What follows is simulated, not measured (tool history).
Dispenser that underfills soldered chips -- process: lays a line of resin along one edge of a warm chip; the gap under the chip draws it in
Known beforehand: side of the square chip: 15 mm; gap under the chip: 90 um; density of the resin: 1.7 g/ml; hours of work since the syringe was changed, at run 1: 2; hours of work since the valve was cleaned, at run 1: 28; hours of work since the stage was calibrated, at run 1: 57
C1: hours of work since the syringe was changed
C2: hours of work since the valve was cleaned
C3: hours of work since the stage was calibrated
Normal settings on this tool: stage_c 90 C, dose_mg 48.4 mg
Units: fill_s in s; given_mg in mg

{"run": 1, "day": 0.0, "stage_c": 90, "dose_mg": 48.4, "C1": 2, "C2": 28, "C3": 57, "fill_s": 111, "given_mg": 47.29}
{"run": 2, "day": 0.238, "stage_c": 90, "dose_mg": 48.4, "C1": 6, "C2": 32, "C3": 61, "fill_s": 148.3, "given_mg": 47.47}
{"run": 3, "day": 0.417, "stage_c": 90, "dose_mg": 59.6, "C1": 9, "C2": 35, "C3": 64, "fill_s": 180, "given_mg": 57.64}
{"day": 0.521, "done": "new syringe of resin"}
{"run": 4, "day": 0.792, "stage_c": 78, "dose_mg": 48.4, "C1": 4, "C2": 41, "C3": 70, "fill_s": 212.1, "given_mg": 46.41}
{"run": 5, "day": 1.025, "stage_c": 90, "dose_mg": 48.4, "C1": 8, "C2": 45, "C3": 74, "fill_s": 172, "given_mg": 46.24}
{"day": 1.179, "done": "new syringe of resin"}
{"run": 6, "day": 1.279, "stage_c": 90, "dose_mg": 48.4, "C1": 2, "C2": 49, "C3": 78, "fill_s": 111.8, "given_mg": 46.16}
{"run": 7, "day": 1.588, "stage_c": 90, "dose_mg": 48.4, "C1": 7, "C2": 54, "C3": 83, "fill_s": 159.8, "given_mg": 45.75}
{"day": 1.842, "done": "new syringe of resin"}
{"run": 8, "day": 1.9, "stage_c": 101, "dose_mg": 48.4, "C1": 1, "C2": 59, "C3": 88, "fill_s": 71.1, "given_mg": 45.31}
{"run": 9, "day": 2.267, "stage_c": 96, "dose_mg": 45.8, "C1": 7, "C2": 65, "C3": 94, "fill_s": 132, "given_mg": 42.91}
{"day": 2.483, "done": "new syringe of resin"}
{"run": 10, "day": 2.483, "stage_c": 96, "dose_mg": 45.8, "C1": 0, "C2": 69, "C3": 98, "fill_s": 81.8, "given_mg": 42.65}
{"run": 11, "day": 2.65, "stage_c": 78, "dose_mg": 55.8, "C1": 3, "C2": 71, "C3": 100, "fill_s": 187.2, "given_mg": 51.45}
{"run": 12, "day": 2.933, "stage_c": 90, "dose_mg": 58.3, "C1": 7, "C2": 76, "C3": 105, "fill_s": 159.4, "given_mg": 54.01}
{"run": 13, "day": 3.096, "stage_c": 99, "dose_mg": 46.7, "C1": 10, "C2": 79, "C3": 108, "fill_s": 144.1, "given_mg": 43.26}

Measured less the same run without the tool's hidden state. The same run-to-run variation is in both; the gauge's scatter may not be:
Unlogged tool condition in this case: resin's viscosity, % of fresh resin's; dose that the valve gives, % of what is set; true chip temperature over the reading, C; drift of the gauge itself on fill_s, %; drift of the gauge itself on given_mg, %.
run=1 fill_s=+18.9 given_mg=-1.34
run=2 fill_s=+55.2 given_mg=-1.55
run=3 fill_s=+87.4 given_mg=-2.03
run=4 fill_s=+62 given_mg=-1.92
run=5 fill_s=+79.2 given_mg=-2.12
run=6 fill_s=+16.2 given_mg=-2.33
run=7 fill_s=+64.6 given_mg=-2.57
run=8 fill_s=+7.8 given_mg=-2.8
run=9 fill_s=+55.8 given_mg=-2.94
run=10 fill_s=+4.5 given_mg=-3.07
run=11 fill_s=+39.7 given_mg=-3.87
run=12 fill_s=+69.1 given_mg=-4.37
run=13 fill_s=+77 given_mg=-3.62

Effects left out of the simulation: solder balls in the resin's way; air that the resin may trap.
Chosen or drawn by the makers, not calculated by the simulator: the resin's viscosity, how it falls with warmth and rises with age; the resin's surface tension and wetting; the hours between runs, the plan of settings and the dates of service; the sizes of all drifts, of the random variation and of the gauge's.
